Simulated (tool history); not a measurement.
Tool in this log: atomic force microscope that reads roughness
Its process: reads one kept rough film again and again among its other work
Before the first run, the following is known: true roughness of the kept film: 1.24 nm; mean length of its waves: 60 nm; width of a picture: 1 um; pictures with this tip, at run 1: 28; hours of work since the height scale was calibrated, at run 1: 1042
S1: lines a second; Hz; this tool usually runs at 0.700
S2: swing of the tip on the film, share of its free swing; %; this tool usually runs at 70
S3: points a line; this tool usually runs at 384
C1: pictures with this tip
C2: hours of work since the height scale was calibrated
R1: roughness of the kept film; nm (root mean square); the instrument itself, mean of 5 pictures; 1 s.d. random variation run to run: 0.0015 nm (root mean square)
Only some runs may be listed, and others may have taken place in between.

| run | day | S1 | S2 | S3 | C1 | C2 | R1 |
|---|---|---|---|---|---|---|---|
| 1 | 0.000 | 0.700 | 70 | 384 | 28 | 1042 | 1.182 |
| 2 | 1.479 | 3.842 | 70 | 384 | 65 | 1061 | 0.980 |
| 3 | 3.062 | 0.700 | 70 | 384 | 104 | 1080 | 1.169 |
| 4 | 5.300 | 0.700 | 70 | 384 | 160 | 1109 | 1.160 |
|  | 5.562 | new tip fitted |
| 5 | 7.583 | 0.700 | 70 | 384 | 50 | 1137 | 1.177 |
| 6 | 9.838 | 0.700 | 70 | 384 | 106 | 1165 | 1.166 |
|  | 12.308 | new tip fitted |
| 7 | 12.496 | 0.700 | 70 | 384 | 4 | 1198 | 1.186 |
| 8 | 14.225 | 0.700 | 70 | 384 | 47 | 1220 | 1.179 |
| 9 | 16.354 | 0.700 | 70 | 384 | 101 | 1247 | 1.171 |
| 10 | 18.475 | 0.700 | 70 | 384 | 154 | 1273 | 1.161 |
|  | 19.129 | new tip fitted |
| 11 | 20.467 | 1.963 | 70 | 384 | 33 | 1298 | 1.095 |
| 12 | 22.817 | 1.963 | 70 | 384 | 92 | 1328 | 1.085 |
| 13 | 24.646 | 1.963 | 70 | 384 | 138 | 1351 | 1.078 |
|  | 25.896 | new tip fitted |
| 14 | 26.508 | 1.963 | 70 | 384 | 16 | 1374 | 1.100 |
| 15 | 29.088 | 0.700 | 56 | 384 | 80 | 1406 | 1.208 |
| 16 | 30.900 | 0.700 | 56 | 384 | 125 | 1429 | 1.198 |
|  | 32.679 | new tip fitted |
| 17 | 33.146 | 0.565 | 56 | 384 | 12 | 1457 | 1.227 |
| 18 | 34.642 | 0.931 | 87 | 504 | 49 | 1476 | 1.077 |
| 19 | 36.833 | 0.931 | 87 | 297 | 104 | 1503 | 1.069 |

Run 20 is up next; what results do you expect?
| 20 | 38.142 | 2.115 | 87 | 968 | 137 | 1520 | ? |

{"run 20": {"R1": 0.913}}
Without the tool's hidden state the same run would have given R1 0.919 nm (root mean square).
